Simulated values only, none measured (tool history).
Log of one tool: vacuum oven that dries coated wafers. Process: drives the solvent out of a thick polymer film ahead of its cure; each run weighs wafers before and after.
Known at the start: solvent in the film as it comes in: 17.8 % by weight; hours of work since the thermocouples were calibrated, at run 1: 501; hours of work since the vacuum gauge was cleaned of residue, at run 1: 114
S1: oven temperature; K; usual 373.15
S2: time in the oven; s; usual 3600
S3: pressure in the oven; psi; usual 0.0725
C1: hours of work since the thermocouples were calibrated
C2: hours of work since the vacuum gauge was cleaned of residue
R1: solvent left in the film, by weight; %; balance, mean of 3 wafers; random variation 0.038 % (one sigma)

| run | day | S1 | S2 | S3 | C1 | C2 | R1 |
|---|---|---|---|---|---|---|---|
| 1 | 0.000 | 373.15 | 3600 | 0.0725 | 501 | 114 | 2.31 |
| 2 | 1.050 | 373.15 | 3600 | 0.0725 | 521 | 133 | 2.28 |
| 3 | 2.383 | 373.15 | 3600 | 0.0725 | 545 | 158 | 2.36 |
| 4 | 3.567 | 373.15 | 3600 | 0.0725 | 566 | 179 | 2.27 |
| 5 | 5.029 | 373.15 | 3840 | 0.0725 | 593 | 206 | 2.12 |
| 6 | 6.458 | 373.15 | 3600 | 0.1403 | 619 | 232 | 3.02 |
| 7 | 7.733 | 373.15 | 3600 | 0.1403 | 642 | 255 | 3.01 |
| 8 | 9.296 | 360.15 | 3600 | 0.1403 | 671 | 284 | 6.75 |
| 9 | 10.212 | 360.15 | 3420 | 0.1403 | 688 | 301 | 6.91 |
| 10 | 11.288 | 373.15 | 3600 | 0.0725 | 707 | 320 | 2.33 |
| 11 | 11.996 | 373.15 | 3600 | 0.0698 | 720 | 333 | 2.30 |
| 12 | 13.429 | 373.15 | 3600 | 0.0698 | 746 | 359 | 2.33 |
| 13 | 14.771 | 373.15 | 3600 | 0.0698 | 771 | 384 | 2.26 |
| 14 | 15.950 | 373.15 | 3600 | 0.0698 | 792 | 405 | 2.29 |
| 15 | 17.392 | 373.15 | 3600 | 0.0698 | 819 | 432 | 2.23 |
| 16 | 18.171 | 373.15 | 3600 | 0.0698 | 833 | 446 | 2.27 |
| 17 | 19.833 | 373.15 | 3600 | 0.0725 | 863 | 476 | 2.29 |
| 18 | 20.675 | 368.15 | 3600 | 0.0725 | 879 | 492 | 3.43 |
| 19 | 21.442 | 368.15 | 3600 | 0.0725 | 893 | 506 | 3.43 |
| 20 | 22.779 | 373.15 | 3600 | 0.0725 | 917 | 530 | 2.24 |
| 21 | 24.167 | 373.15 | 3600 | 0.1292 | 942 | 555 | 2.89 |
|  | 24.762 | oven's thermocouples calibrated |
| 22 | 25.204 | 373.15 | 3600 | 0.1292 | 8 | 573 | 2.67 |
| 23 | 25.912 | 373.15 | 3600 | 0.0725 | 21 | 586 | 2.09 |
| 24 | 27.471 | 373.15 | 3600 | 0.0725 | 49 | 614 | 2.09 |
| 25 | 28.700 | 373.15 | 3600 | 0.0725 | 72 | 636 | 2.15 |
|  | 29.021 | oven's thermocouples calibrated, once more |
| 26 | 30.442 | 373.15 | 3600 | 0.1536 | 26 | 667 | 3.72 |
| 27 | 32.138 | 375.15 | 3600 | 0.2424 | 57 | 698 | 4.07 |
| 28 | 33.571 | 375.15 | 4800 | 0.2424 | 83 | 724 | 3.55 |
| 29 | 34.579 | 373.15 | 4500 | 0.0725 | 101 | 742 | 2.09 |
| 30 | 35.483 | 372.15 | 5700 | 0.0635 | 118 | 759 | 1.63 |
| 31 | 37.179 | 373.15 | 3600 | 0.0629 | 149 | 790 | 2.60 |
| 32 | 38.362 | 373.15 | 3600 | 0.0629 | 171 | 811 | 2.66 |
| 33 | 39.938 | 364.15 | 3600 | 0.0609 | 199 | 840 | 5.03 |
| 34 | 41.383 | 366.15 | 1980 | 0.0609 | 226 | 867 | 7.32 |
| 35 | 42.296 | 387.15 | 5640 | 0.2540 | 242 | 883 | 2.13 |
| 36 | 43.454 | 383.15 | 3600 | 0.0453 | 263 | 904 | 1.02 |
| 37 | 44.838 | 365.15 | 3600 | 0.0618 | 289 | 930 | 4.76 |
| 38 | 45.929 | 375.15 | 2940 | 0.0508 | 309 | 949 | 2.80 |
| 39 | 47.121 | 374.15 | 5760 | 0.0743 | 330 | 971 | 1.58 |
| 40 | 48.625 | 362.15 | 3600 | 0.1498 | 358 | 999 | 6.84 |
| 41 | 50.033 | 384.15 | 3600 | 0.1094 | 383 | 1024 | 1.48 |
| 42 | 51.725 | 384.15 | 2580 | 0.1094 | 414 | 1055 | 2.03 |
| 43 | 53.208 | 380.15 | 3480 | 0.1094 | 441 | 1082 | 1.98 |
| 44 | 54.717 | 373.15 | 3540 | 0.0677 | 469 | 1110 | 2.81 |
| 45 | 56.025 | 373.15 | 3540 | 0.0677 | 493 | 1134 | 2.74 |
| 46 | 56.854 | 373.15 | 3540 | 0.0632 | 508 | 1149 | 2.66 |

Some steps in R1 between neighbouring runs. How much of each would the tool show without its hidden state too (settings, what came in, random variation), and how much is left for the hidden state, with any gauge scatter that isn't in both results?
The hidden state here: true wafer temperature over the reading, C; true pressure over the reading, kPa; drift of the gauge itself on solvent_pct, %.
Run 9 -> 10: S1 360.15 -> 373.15, S2 3420 -> 3600, S3 0.1403 -> 0.0725. R1 -4.58 %: hidden state +0.16, all else -4.74.
Run 21 -> 22: oven's thermocouples calibrated. R1 -0.22 %: hidden state -0.21, all else -0.01.
Run 25 -> 26: S3 0.0725 -> 0.1536, oven's thermocouples calibrated, once more. R1 +1.57 %: hidden state +0.69, all else +0.88.
Run 34 -> 35: S1 366.15 -> 387.15, S2 1980 -> 5640, S3 0.0609 -> 0.2540. R1 -5.19 %: hidden state -0.03, all else -5.16.
Run 39 -> 40: S1 374.15 -> 362.15, S2 5760 -> 3600, S3 0.0743 -> 0.1498. R1 +5.26 %: hidden state -0.02, all else +5.28.
Run 40 -> 41: S1 362.15 -> 384.15, S3 0.1498 -> 0.1094. R1 -5.36 %: hidden state -0.06, all else -5.30.
